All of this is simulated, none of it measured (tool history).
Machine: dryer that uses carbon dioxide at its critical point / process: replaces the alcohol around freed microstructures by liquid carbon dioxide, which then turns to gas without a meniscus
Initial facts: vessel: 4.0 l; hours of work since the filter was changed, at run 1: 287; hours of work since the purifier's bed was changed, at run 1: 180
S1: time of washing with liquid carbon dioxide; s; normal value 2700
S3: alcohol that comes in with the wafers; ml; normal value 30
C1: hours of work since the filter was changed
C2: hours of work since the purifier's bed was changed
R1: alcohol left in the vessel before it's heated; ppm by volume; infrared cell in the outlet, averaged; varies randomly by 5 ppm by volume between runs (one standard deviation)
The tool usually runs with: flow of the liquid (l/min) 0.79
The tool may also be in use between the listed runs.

Run 1, day 0: usual settings; C1 287; C2 180. Result: R1 39 ppm by volume.
Run 2, day 1.8: usual settings but S3 54 ml; C1 302; C2 195. Result: R1 41 ppm by volume.
Run 3, day 2.971: usual settings but S3 54 ml; C1 313; C2 205. Result: R1 45 ppm by volume.
Run 4, day 4.888: usual settings but S3 54 ml; C1 329; C2 222. Result: R1 53 ppm by volume.
Run 5, day 5.996: usual settings but S3 54 ml; C1 339; C2 231. Result: R1 56 ppm by volume.
Run 6, day 7.283: usual settings but S3 54 ml; C1 350; C2 242. Result: R1 57 ppm by volume.
Run 7, day 9.592: usual settings but S3 54 ml; C1 369; C2 262. Result: R1 58 ppm by volume.
Run 8, day 11.575: usual settings but S3 54 ml; C1 386; C2 279. Result: R1 58 ppm by volume.
At day 12.358: inlet filter changed.
Run 9, day 13.521: usual settings but flow of the liquid (l/min) 0.657, S3 54 ml; C1 10; C2 296. Result: R1 86 ppm by volume.
Run 10, day 15.562: usual settings but S1 2340 s; C1 28; C2 313. Result: R1 68 ppm by volume.
Run 11, day 17.704: usual settings but S1 3480 s, flow of the liquid (l/min) 1.12, S3 26 ml; C1 46; C2 332. Result: R1 54 ppm by volume.
Run 12, day 19.758: usual settings but S1 4140 s; C1 64; C2 349. Result: R1 36 ppm by volume.
Run 13, day 21.783: usual settings but S1 4140 s; C1 81; C2 367. Result: R1 54 ppm by volume.
Run 14, day 23.008: usual settings but flow of the liquid (l/min) 0.489; C1 91; C2 377. Result: R1 163 ppm by volume.
Run 15, day 24.717: usual settings but S1 3660 s, flow of the liquid (l/min) 0.94, S3 28 ml; C1 106; C2 392. Result: R1 61 ppm by volume.
Run 16, day 26.558: usual settings but S1 2160 s, flow of the liquid (l/min) 0.94, S3 28 ml; C1 122; C2 408. Result: R1 63 ppm by volume.
Run 17, day 28.325: usual settings but S3 32 ml; C1 137; C2 423. Result: R1 68 ppm by volume.
Run 18, day 30.071: usual settings but flow of the liquid (l/min) 0.901, S3 32 ml; C1 152; C2 438. Result: R1 60 ppm by volume.
Run 19, day 32.15: usual settings but flow of the liquid (l/min) 0.901, S3 32 ml; C1 170; C2 456. Result: R1 68 ppm by volume.
Run 20, day 33.317: usual settings but S1 4260 s, flow of the liquid (l/min) 0.536, S3 32 ml; C1 180; C2 466. Result: R1 69 ppm by volume.

What if the next run were any one of these 5? Each begins from the tool's condition after run 20:
Run A, day 34.575: usual settings but S1 3420 s, flow of the liquid (l/min) 0.571; C1 191; C2 476. Result: R1 ?.
Run B, day 34.575: usual settings but S1 4140 s, flow of the liquid (l/min) 0.536, S3 119 ml; C1 191; C2 476. Result: R1 ?.
Run C, day 34.575: usual settings but S1 1740 s, flow of the liquid (l/min) 1.006; C1 191; C2 476. Result: R1 ?.
Run D, day 34.575: usual settings but S1 3900 s, flow of the liquid (l/min) 1.18, S3 32 ml; C1 191; C2 476. Result: R1 ?.
Run E, day 34.575: usual settings but flow of the liquid (l/min) 1.01, S3 32 ml; C1 191; C2 476. Result: R1 ?.

run  R1
  A  76
  B  94
  C  91
  D  64
  E  70
Without the tool's hidden state the same runs would have given:
run  R1
  A  15
  B  31
  C  29
  D   6
  E  11
